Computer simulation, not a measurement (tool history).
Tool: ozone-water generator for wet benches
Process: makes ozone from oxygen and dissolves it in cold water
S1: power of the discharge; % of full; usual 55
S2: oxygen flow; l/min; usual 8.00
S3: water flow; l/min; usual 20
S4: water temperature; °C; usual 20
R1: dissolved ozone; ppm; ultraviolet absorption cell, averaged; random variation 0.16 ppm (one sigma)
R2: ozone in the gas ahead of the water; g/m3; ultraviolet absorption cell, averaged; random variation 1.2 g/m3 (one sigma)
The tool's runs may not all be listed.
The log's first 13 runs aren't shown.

run,hour,S1,S2,S3,S4,R1,R2
14,526.2,95,8.00,20,20,30.3,318.7
15,563.1,95,8.00,20,20,30.8,320.5
16,585.5,95,8.00,20,20,30.2,318.3
17,634.9,95,8.00,20,20,30.0,317.6
18,667.1,41,8.67,15,27,18.5,173.2
19,698.8,45,7.98,19,25,17.4,191.9
20,727.5,45,7.98,19,25,17.2,188.1
21,757.3,55,4.60,20,20,20.0,278.8
22,794.8,90,12.72,26,15,25.2,248.2
23,824.4,55,13.91,20,20,20.3,171.1
24,850.9,63,13.91,20,13,25.5,187.9
# hour 883.6: water thermometer calibrated
25,891.1,66,4.28,20,20,22.7,320.7
26,929.1,41,9.70,17,28,16.1,162.7
27,955.2,41,9.70,17,28,16.4,162.9
28,995.5,41,9.70,17,28,16.1,161.9
29,1027.1,77,5.11,13,20,37.8,331.3
30,1081.6,77,5.11,13,20,38.3,334.6
31,1118.2,81,8.00,16,20,32.9,286.2
32,1167.5,74,7.04,28,19,18.7,283.1

Forecast each of these 5 alternatives for the next run:
A,1192.4,66,7.04,28,19,?,?
B,1192.4,84,6.46,24,19,?,?
C,1192.4,72,7.35,21,20,?,?
D,1192.4,55,6.30,20,17,?,?
E,1192.4,74,14.36,16,19,?,?

run,R1,R2
A,17.3,262.2
B,23.7,320.4
C,23.9,272.3
D,22.0,241.7
E,29.2,206.6
Without the tool's hidden state the same runs would have given:
run,R1,R2
A,17.3,262.3
B,23.7,320.5
C,23.9,272.4
D,22.0,241.8
E,29.2,206.7
